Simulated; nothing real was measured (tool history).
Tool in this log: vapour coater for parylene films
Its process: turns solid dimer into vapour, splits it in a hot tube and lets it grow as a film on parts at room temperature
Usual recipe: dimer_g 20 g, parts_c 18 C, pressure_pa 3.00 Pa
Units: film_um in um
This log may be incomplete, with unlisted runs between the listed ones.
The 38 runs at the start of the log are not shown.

run	hour	dimer_g	parts_c	pressure_pa	hours of work since the trap's valve was overhauled	hours of work since the table's thermometer was calibrated	film_um
39	802.1	27	20	11.35	342	857	13.42
40	829.9	27	13	11.35	363	878	15.78
41	845.3	27	13	11.35	374	890	16.11
42	861.4	20	11	11.55	386	902	12.33
43	879.8	20	11	11.55	400	915	12.45
44	907.7	20	10	9.26	421	936	13.46
45	921.9	20	10	9.26	431	947	13.04
46	938.2	20	15	4.05	443	959	14.13
47	961.2	20	15	4.05	461	976	14.16

Forecast each of these 4 alternatives for the next run:
A	980.9	20	14	6.48	475	990	?
B	980.9	23	16	4.05	475	990	?
C	980.9	20	15	2.29	475	990	?
D	980.9	20	15	11.46	475	990	?

run	film_um
A	13.18
B	15.83
C	16.30
D	11.13
Without the tool's unlogged condition, the same runs would have read:
run	film_um
A	13.22
B	15.88
C	16.34
D	11.17
